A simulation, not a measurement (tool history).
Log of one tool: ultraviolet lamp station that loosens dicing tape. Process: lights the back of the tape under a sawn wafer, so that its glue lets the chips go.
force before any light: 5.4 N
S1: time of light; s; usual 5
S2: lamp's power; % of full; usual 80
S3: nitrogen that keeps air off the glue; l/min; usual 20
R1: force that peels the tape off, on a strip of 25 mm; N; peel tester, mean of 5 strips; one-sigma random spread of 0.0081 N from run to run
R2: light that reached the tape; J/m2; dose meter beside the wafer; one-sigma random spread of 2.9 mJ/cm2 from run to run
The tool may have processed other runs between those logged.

run,day,S1,S2,S3,R1,R2
1,0,5,80,20,1.016,2260
2,1.55,5,80,20,1.048,2210
3,2.675,5,80,20,1.068,2190
# day 4.117: window cleaned of glue's vapour
4,4.2,5,63,20,1.785,1440
5,6.567,5,63,20,1.845,1370
# day 7.854: window cleaned of glue's vapour, once more
6,8.246,5,80,10,1.311,2530
7,9.246,5,80,10,1.287,2580
8,11.054,5,80,20,0.894,2440
9,12.133,5,80,20,0.891,2470
10,14.533,5,80,20,0.928,2400
11,15.908,8,68,18,0.596,3140
12,17.058,5,66,16,1.488,1900
# day 18.296: lamp changed
13,18.729,5,66,16,0.616,3300
14,20.688,5,60,16,0.784,2950
15,21.971,5,60,16,0.808,2890
16,23.383,3,83,30,0.709,2390
17,25.033,6,83,30,0.203,4650
18,26.504,5,80,33,0.292,3680

Consider 4 possible next runs. They are alternatives, not a sequence: every one starts from the tool as it was left by run 18. What does each give?
A,28.938,5,86,33,?,?
B,28.938,9,90,33,?,?
C,28.938,7,90,9,?,?
D,28.938,5,74,7,?,?

run,R1,R2
A,0.27,3910
B,0.159,7390
C,0.366,5640
D,1.07,3350
What these runs would have given with no unlogged condition in the tool:
run,R1,R2
A,0.211,4600
B,0.156,8690
C,0.274,6650
D,0.832,3940

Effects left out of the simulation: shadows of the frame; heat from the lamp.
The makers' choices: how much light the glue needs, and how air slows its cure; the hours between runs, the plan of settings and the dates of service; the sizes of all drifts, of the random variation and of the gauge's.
